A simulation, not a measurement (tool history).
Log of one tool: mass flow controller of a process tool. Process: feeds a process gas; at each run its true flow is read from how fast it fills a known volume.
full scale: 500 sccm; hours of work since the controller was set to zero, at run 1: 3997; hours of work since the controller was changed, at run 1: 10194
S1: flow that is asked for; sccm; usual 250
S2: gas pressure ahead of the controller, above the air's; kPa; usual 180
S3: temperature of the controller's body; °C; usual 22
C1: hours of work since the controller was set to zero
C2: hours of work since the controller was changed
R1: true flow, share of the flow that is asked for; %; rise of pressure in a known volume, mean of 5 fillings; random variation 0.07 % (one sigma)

| run | hour | S1 | S2 | S3 | C1 | C2 | R1 |
|---|---|---|---|---|---|---|---|
| 1 | 0.0 | 250 | 180 | 22 | 3997 | 10194 | 98.94 |
| 2 | 539.2 | 250 | 180 | 22 | 4303 | 10501 | 99.16 |
| 3 | 1044.7 | 250 | 180 | 22 | 4591 | 10788 | 99.08 |
| 4 | 1276.9 | 250 | 180 | 22 | 4723 | 10920 | 99.40 |
| 5 | 1522.5 | 250 | 180 | 22 | 4862 | 11060 | 99.42 |
| 6 | 1788.3 | 250 | 180 | 22 | 5013 | 11211 | 99.45 |
| 7 | 2312.0 | 250 | 180 | 22 | 5311 | 11508 | 99.74 |
| 8 | 2535.7 | 250 | 174 | 22 | 5438 | 11635 | 99.85 |
| 9 | 2851.3 | 113 | 180 | 22 | 5617 | 11815 | 99.23 |
|  | 3095.0 | controller's zero set anew |
| 10 | 3353.8 | 113 | 180 | 22 | 147 | 12100 | 99.26 |
| 11 | 3648.5 | 113 | 180 | 22 | 315 | 12267 | 99.40 |
| 12 | 3916.8 | 250 | 160 | 22 | 467 | 12420 | 100.30 |
| 13 | 4209.9 | 250 | 160 | 22 | 634 | 12586 | 100.42 |
| 14 | 4472.2 | 250 | 160 | 22 | 783 | 12735 | 100.36 |
| 15 | 4919.6 | 250 | 160 | 22 | 1037 | 12990 | 100.64 |
| 16 | 5164.8 | 250 | 180 | 22 | 1176 | 13129 | 100.50 |
| 17 | 5391.8 | 458 | 180 | 22 | 1305 | 13258 | 101.58 |
| 18 | 5657.7 | 250 | 180 | 22 | 1456 | 13409 | 100.81 |
|  | 5978.8 | gauge calibrated |
| 19 | 6140.4 | 250 | 180 | 22 | 1730 | 13683 | 99.03 |
| 20 | 6390.3 | 250 | 179 | 22 | 1872 | 13825 | 99.04 |
| 21 | 6884.3 | 250 | 268 | 22 | 2153 | 14106 | 98.63 |
| 22 | 7236.1 | 250 | 268 | 22 | 2353 | 14306 | 98.73 |
|  | 7426.5 | controller exchanged for a calibrated one |
| 23 | 7577.3 | 250 | 180 | 22 | 86 | 86 | 99.31 |
| 24 | 7876.7 | 250 | 180 | 22 | 256 | 256 | 99.42 |
| 25 | 8311.0 | 66 | 180 | 22 | 503 | 503 | 98.73 |
| 26 | 8780.1 | 66 | 180 | 22 | 769 | 769 | 98.85 |
| 27 | 9185.6 | 375 | 262 | 30 | 1000 | 1000 | 99.94 |
| 28 | 9478.2 | 82 | 193 | 30 | 1166 | 1166 | 98.75 |
| 29 | 9904.5 | 82 | 180 | 30 | 1408 | 1408 | 98.98 |
| 30 | 10380.5 | 271 | 271 | 30 | 1678 | 1678 | 99.51 |
| 31 | 10719.3 | 271 | 271 | 30 | 1871 | 1871 | 99.73 |
| 32 | 10988.8 | 250 | 180 | 31 | 2024 | 2024 | 100.12 |
| 33 | 11332.9 | 107 | 265 | 31 | 2220 | 2220 | 98.95 |
| 34 | 11773.1 | 246 | 143 | 22 | 2470 | 2470 | 100.87 |
| 35 | 12282.8 | 71 | 206 | 35 | 2759 | 2759 | 99.24 |
| 36 | 12594.8 | 71 | 206 | 35 | 2937 | 2937 | 99.39 |
| 37 | 13081.1 | 99 | 150 | 22 | 3213 | 3213 | 100.46 |
| 38 | 13491.4 | 250 | 274 | 24 | 3446 | 3446 | 100.68 |
| 39 | 13868.3 | 363 | 187 | 22 | 3660 | 3660 | 102.01 |
| 40 | 14113.6 | 250 | 229 | 20 | 3800 | 3800 | 101.20 |
| 41 | 14579.5 | 66 | 277 | 20 | 4064 | 4064 | 100.20 |
| 42 | 14885.8 | 168 | 180 | 25 | 4239 | 4239 | 101.07 |
| 43 | 15135.1 | 177 | 151 | 20 | 4380 | 4380 | 101.67 |
| 44 | 15622.6 | 57 | 180 | 22 | 4657 | 4657 | 100.94 |
| 45 | 16001.0 | 112 | 170 | 39 | 4872 | 4872 | 100.72 |

The next listed run, before its measurement:
| 46 | 16287.2 | 235 | 180 | 33 | 5035 | 5035 | ? |

{"run 46": {"R1": 101.57}}
Without the tool's hidden state the same run would have given R1 98.44 %.
